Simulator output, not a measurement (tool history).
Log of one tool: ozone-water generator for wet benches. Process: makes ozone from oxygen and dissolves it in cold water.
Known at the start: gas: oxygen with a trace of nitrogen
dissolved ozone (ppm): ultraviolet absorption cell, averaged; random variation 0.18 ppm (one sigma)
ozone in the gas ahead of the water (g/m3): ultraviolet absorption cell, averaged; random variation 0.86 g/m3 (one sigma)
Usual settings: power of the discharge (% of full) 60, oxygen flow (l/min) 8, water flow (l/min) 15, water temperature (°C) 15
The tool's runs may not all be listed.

run    hour  power of the discharge (% of full)  oxygen flow (l/min)  water flow (l/min)  water temperature (°C)  dissolved ozone (ppm)  ozone in the gas ahead of the water (g/m3)
  1       0                                  60                    8                  15                      15                   22.4                                       129.4
  2   121.6                                  60                    8                  15                      15                   22.4                                       128.3
  3     206                                  60                10.77                  15                      15                   20.4                                       106.5
  4   332.4                                  60                    8                  15                       8                   25.5                                       127.8
  5     407                                  60                    8                  15                       8                   25.4                                       128.3
  6   538.4                                  60                    8                  15                      15                   22.2                                       126.9
  7   658.2                                  61                    8                  15                      15                     22                                       128.7
  8   779.5                                  61                    8                  15                      15                   22.5                                       128.9
  9   933.3                                  61                    8                  15                      15                   22.4                                       127.3
 10  1059.2                                  61                    8                  15                      15                   22.1                                       128.5
     1170.2  -- water thermometer calibrated
 11  1186.7                                  61                    8                  15                      15                   22.1                                       127.8
 12  1291.1                                  61                    8                  15                      15                   22.3                                       126.3
 13  1415.6                                  61                    8                  15                      15                   21.9                                       126.2
 14  1518.7                                  61                    8                  15                      15                   22.1                                       128.2
 15  1586.3                                  60                    8                  18                      15                   19.5                                       124.5
 16  1670.9                                  60                    8                  18                      15                   19.9                                       124.1
 17  1774.5                                  82                    8                  15                      15                   26.2                                       151.8
 18  1874.5                                  60                  4.1                  15                      21                   22.6                                       194.1
 19  1939.1                                  86                12.58                  11                      12                   28.7                                       116.6
 20  2017.2                                  86                12.58                  11                       8                   31.5                                         117
 21  2110.2                                  86                12.58                  11                       8                   31.1                                       116.6
 22  2261.7                                  86                12.58                  11                       8                   31.1                                       115.1
 23    2402                                  86                12.58                  11                       8                   30.7                                       115.8
 24  2507.5                                  60                 7.65                  15                      18                   20.5                                         127
 25  2651.8                                  60                 7.65                  15                      18                   20.2                                       126.1
 26  2757.3                                  60                    8                  15                      14                   21.7                                       122.5
 27  2862.1                                  73                12.05                  17                      21                   17.5                                       105.4
 28  2964.5                                  69                    8                  13                      21                   21.7                                       133.2
 29  3029.3                                  89                    8                  13                      21                   25.8                                       155.9
 30  3101.9                                  86                 6.27                   9                      10                   40.1                                       180.2
 31  3257.7                                  60                10.32                  15                      15                   19.1                                       100.4
 32  3339.4                                  60                 4.53                  21                      15                   18.2                                       176.7

Some steps in dissolved ozone (ppm) between neighbouring runs. How much of each would the tool show without its hidden state too (settings, what came in, random variation), and how much is left for the hidden state, with any gauge scatter that isn't in both results?
The hidden state here: yield of the discharge, % of new electrodes'; contactor's efficiency, % of a clean one's; true water temperature over the reading, C; drift of the gauge itself on ozone_ppm, %; drift of the gauge itself on gas_g_m3, %.
Run 23 -> 24: power of the discharge (% of full) 86 -> 60, oxygen flow (l/min) 12.58 -> 7.65, water flow (l/min) 11 -> 15, water temperature (°C) 8 -> 18. dissolved ozone (ppm) -10.2: hidden state +2.7, all else -12.9.
Run 29 -> 30: power of the discharge (% of full) 89 -> 86, oxygen flow (l/min) 8 -> 6.27, water flow (l/min) 13 -> 9, water temperature (°C) 21 -> 10. dissolved ozone (ppm) +14.3: hidden state -2.9, all else +17.2.
Run 30 -> 31: power of the discharge (% of full) 86 -> 60, oxygen flow (l/min) 6.27 -> 10.32, water flow (l/min) 9 -> 15, water temperature (°C) 10 -> 15. dissolved ozone (ppm) -21: hidden state +5.1, all else -26.1.
